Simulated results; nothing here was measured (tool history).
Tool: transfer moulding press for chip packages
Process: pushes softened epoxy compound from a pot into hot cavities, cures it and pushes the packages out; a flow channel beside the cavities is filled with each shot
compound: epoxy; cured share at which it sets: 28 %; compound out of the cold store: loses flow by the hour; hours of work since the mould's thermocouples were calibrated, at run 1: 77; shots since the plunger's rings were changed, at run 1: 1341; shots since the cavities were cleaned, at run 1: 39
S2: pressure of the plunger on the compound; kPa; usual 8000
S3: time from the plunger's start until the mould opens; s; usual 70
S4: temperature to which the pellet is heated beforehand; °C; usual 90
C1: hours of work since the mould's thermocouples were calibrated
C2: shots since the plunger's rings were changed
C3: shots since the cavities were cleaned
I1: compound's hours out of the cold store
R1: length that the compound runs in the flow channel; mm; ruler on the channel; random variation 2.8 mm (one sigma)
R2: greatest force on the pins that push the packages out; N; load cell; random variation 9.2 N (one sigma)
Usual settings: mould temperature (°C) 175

Run 1, day 0: usual settings; C1 77; C2 1341; C3 39; I1 22. Result: R1 717 mm, R2 454 N.
Run 2, day 0.404: usual settings but S3 78 s; C1 82; C2 1453; C3 151; I1 30.2. Result: R1 706 mm, R2 497 N.
Run 3, day 0.775: usual settings but S3 68 s; C1 86; C2 1557; C3 255; I1 25.1. Result: R1 714 mm, R2 605 N.
Run 4, day 1.008: usual settings but S3 68 s; C1 89; C2 1621; C3 319; I1 31.4. Result: R1 704 mm, R2 624 N.
Run 5, day 1.429: usual settings but S3 68 s; C1 94; C2 1738; C3 436; I1 11. Result: R1 733 mm, R2 664 N.
Run 6, day 1.671: usual settings; C1 97; C2 1806; C3 504; I1 21.2. Result: R1 718 mm, R2 694 N.
Run 7, day 1.962: usual settings; C1 100; C2 1886; C3 584; I1 42.8. Result: R1 682 mm, R2 677 N.
Run 8, day 2.342: usual settings; C1 105; C2 1992; C3 690; I1 21.4. Result: R1 718 mm, R2 727 N.
Run 9, day 2.521: usual settings; C1 107; C2 2041; C3 739; I1 30.9. Result: R1 699 mm, R2 738 N.
Run 10, day 2.796: usual settings but mould temperature (°C) 173; C1 110; C2 2119; C3 817; I1 41.7. Result: R1 679 mm, R2 804 N.
Run 11, day 3.171: usual settings but mould temperature (°C) 177; C1 114; C2 2223; C3 921; I1 29.8. Result: R1 693 mm, R2 753 N.
Run 12, day 3.596: usual settings but mould temperature (°C) 177; C1 119; C2 2341; C3 1039; I1 44.1. Result: R1 671 mm, R2 775 N.
Run 13, day 3.921: usual settings; C1 123; C2 2431; C3 1129; I1 25.2. Result: R1 707 mm, R2 807 N.
At day 4.15: cavities cleaned with cleaning compound and waxed.
Run 14, day 4.283: usual settings; C1 126; C2 2515; C3 38; I1 43. Result: R1 673 mm, R2 446 N.
Run 15, day 4.7: usual settings; C1 131; C2 2630; C3 153; I1 41.6. Result: R1 674 mm, R2 516 N.
Run 16, day 4.883: usual settings but mould temperature (°C) 178, S2 6410 kPa; C1 133; C2 2681; C3 204; I1 43.5. Result: R1 599 mm, R2 517 N.
Run 17, day 5.217: usual settings but mould temperature (°C) 178, S2 6410 kPa; C1 137; C2 2774; C3 297; I1 42.5. Result: R1 588 mm, R2 542 N.
Run 18, day 5.562: usual settings but mould temperature (°C) 174, S2 6250 kPa, S3 67 s; C1 141; C2 2870; C3 393; I1 37.7. Result: R1 605 mm, R2 674 N.
Run 19, day 5.812: usual settings but mould temperature (°C) 174, S2 6250 kPa, S3 67 s; C1 144; C2 2939; C3 462; I1 46.5. Result: R1 586 mm, R2 692 N.
Run 20, day 6.229: usual settings but mould temperature (°C) 180, S2 6250 kPa, S3 109 s, S4 83 °C; C1 149; C2 3056; C3 579; I1 29.8. Result: R1 602 mm, R2 628 N.
Run 21, day 6.492: usual settings but mould temperature (°C) 178, S2 8080 kPa; C1 152; C2 3129; C3 652; I1 34.6. Result: R1 683 mm, R2 670 N.
Run 22, day 6.792: usual settings but S4 96 °C; C1 156; C2 3212; C3 735; I1 12.1. Result: R1 721 mm, R2 740 N.
Run 23, day 7.058: usual settings but S4 96 °C; C1 159; C2 3286; C3 809; I1 26.9. Result: R1 696 mm, R2 742 N.
Run 24, day 7.333: usual settings but S4 96 °C; C1 162; C2 3362; C3 885; I1 17.3. Result: R1 712 mm, R2 778 N.
Run 25, day 7.579: usual settings but S4 96 °C; C1 165; C2 3431; C3 954; I1 25.5. Result: R1 698 mm, R2 788 N.
Run 26, day 7.854: usual settings but S2 7640 kPa, S4 96 °C; C1 168; C2 3508; C3 1031; I1 9.9. Result: R1 705 mm, R2 801 N.
Run 27, day 8.096: usual settings but mould temperature (°C) 169, S2 6490 kPa, S3 58 s, S4 84 °C; C1 171; C2 3575; C3 1098; I1 37.7. Result: R1 624 mm, R2 1756 N.
At day 8.433: cavities cleaned with cleaning compound and waxed.
Run 28, day 8.433: usual settings but S4 92 °C; C1 174; C2 3651; C3 0; I1 15.5. Result: R1 712 mm, R2 426 N.

Forecast each of these 3 alternatives for the next run:
Run A, day 8.633: usual settings but mould temperature (°C) 170, S3 110 s; C1 176; C2 3707; C3 56; I1 16.5. Result: R1 ?, R2 ?.
Run B, day 8.633: usual settings but mould temperature (°C) 180, S3 80 s, S4 92 °C; C1 176; C2 3707; C3 56; I1 25.9. Result: R1 ?, R2 ?.
Run C, day 8.633: usual settings but mould temperature (°C) 174, S2 9210 kPa, S4 82 °C; C1 176; C2 3707; C3 56; I1 21.8. Result: R1 ?, R2 ?.

run   R1   R2
  A  726  427
  B  680  412
  C  752  490
Without the tool's hidden state the same runs would have given:
run   R1   R2
  A  762  387
  B  713  373
  C  789  450
